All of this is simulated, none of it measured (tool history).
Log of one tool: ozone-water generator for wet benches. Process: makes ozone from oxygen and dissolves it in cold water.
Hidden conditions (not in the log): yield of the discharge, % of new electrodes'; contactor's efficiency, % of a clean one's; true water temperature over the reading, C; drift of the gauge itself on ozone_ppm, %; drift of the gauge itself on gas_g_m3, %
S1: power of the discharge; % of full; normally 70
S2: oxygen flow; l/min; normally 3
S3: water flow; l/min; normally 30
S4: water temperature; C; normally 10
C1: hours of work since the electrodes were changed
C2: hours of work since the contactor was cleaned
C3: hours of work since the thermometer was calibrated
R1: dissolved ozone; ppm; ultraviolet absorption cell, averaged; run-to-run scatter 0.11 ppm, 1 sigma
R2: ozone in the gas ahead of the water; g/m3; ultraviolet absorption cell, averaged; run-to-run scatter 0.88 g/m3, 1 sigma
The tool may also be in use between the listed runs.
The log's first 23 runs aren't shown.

run,hour,S1,S2,S3,S4,C1,C2,C3,R1,R2
24,1081.8,91,3,30,7,3243,7129,167,8.1,173.5
25,1126.1,91,3,22,6,3284,7169,208,11.4,173.5
26,1154.6,91,4.19,22,6,3310,7195,234,12.4,152.3
27,1206,54,3,24,10,3356,7241,280,6.8,119.6
28,1264.3,94,3,30,10,3409,7294,333,8.1,178.8
29,1298.9,76,2.52,47,10,3441,7326,365,4.1,162.8
30,1361.9,70,2.26,20,10,3498,7383,422,8.8,161.7
31,1411,48,2.26,20,8,3542,7427,466,6.7,122.5
32,1438.5,48,2.26,20,8,3567,7452,491,7,122.6
33,1481.9,96,1.72,23,14,3607,7492,531,8.5,224.7
34,1524.6,96,1.72,23,14,3646,7531,570,8.4,225.2

Predict each of these 3 candidate next runs independently; none follows another, all start after run 34:
A,1551.1,70,3,37,14,3670,7555,594,?,?
B,1551.1,70,2.98,30,6,3670,7555,594,?,?
C,1551.1,96,4.87,23,14,3670,7555,594,?,?

run,R1,R2
A,5.2,142.7
B,6.7,144.8
C,12.2,149.6
With no hidden state in the tool, these same runs would have given:
run,R1,R2
A,5.2,142.8
B,6.7,144.8
C,12.3,149.7
